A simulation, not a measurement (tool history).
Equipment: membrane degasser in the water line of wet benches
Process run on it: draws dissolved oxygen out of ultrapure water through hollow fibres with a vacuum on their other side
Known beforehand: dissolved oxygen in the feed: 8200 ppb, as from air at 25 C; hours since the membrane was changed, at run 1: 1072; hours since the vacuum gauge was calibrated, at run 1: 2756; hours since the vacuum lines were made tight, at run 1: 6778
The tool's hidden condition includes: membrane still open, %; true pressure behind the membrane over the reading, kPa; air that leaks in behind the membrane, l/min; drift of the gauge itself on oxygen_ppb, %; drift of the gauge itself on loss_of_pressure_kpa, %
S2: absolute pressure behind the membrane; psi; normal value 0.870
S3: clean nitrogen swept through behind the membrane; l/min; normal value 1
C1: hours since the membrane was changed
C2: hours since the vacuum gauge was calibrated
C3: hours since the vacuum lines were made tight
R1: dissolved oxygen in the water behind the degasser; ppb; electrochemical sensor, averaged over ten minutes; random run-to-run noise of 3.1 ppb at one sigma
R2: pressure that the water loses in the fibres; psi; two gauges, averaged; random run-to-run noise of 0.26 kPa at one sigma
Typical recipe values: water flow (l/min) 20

run 1 day=0.000 | water_flow_(l/min)=20 S2=0.870 S3=1 | C1=1072 C2=2756 C3=6778 | R1=323.8 R2=9.983
run 2 day=0.979 | water_flow_(l/min)=20 S2=0.870 S3=1 | C1=1096 C2=2779 C3=6801 | R1=320.5 R2=10.047
run 3 day=2.317 | water_flow_(l/min)=20 S2=0.709 S3=1 | C1=1128 C2=2812 C3=6833 | R1=275.9 R2=10.066
run 4 day=4.400 | water_flow_(l/min)=20 S2=0.709 S3=1 | C1=1178 C2=2862 C3=6883 | R1=272.3 R2=10.083
run 5 day=6.483 | water_flow_(l/min)=20 S2=0.870 S3=1 | C1=1228 C2=2912 C3=6933 | R1=321.2 R2=10.142
run 6 day=8.438 | water_flow_(l/min)=20 S2=0.870 S3=1 | C1=1275 C2=2958 C3=6980 | R1=322.8 R2=10.073
run 7 day=10.233 | water_flow_(l/min)=20 S2=0.870 S3=1 | C1=1318 C2=3002 C3=7023 | R1=325.1 R2=10.015

What does the tool deliver on the next run?
run 8 day=11.438 | water_flow_(l/min)=20 S2=0.870 S3=1 | C1=1347 C2=3030 C3=7052 | R1=? R2=?

Run 8 measured R1 322.8 ppb, R2 10.050 psi.
Take away the tool's hidden state, keep the run-to-run variation as it was, and the same run would have given R1 311.0 ppb, R2 9.983 psi.
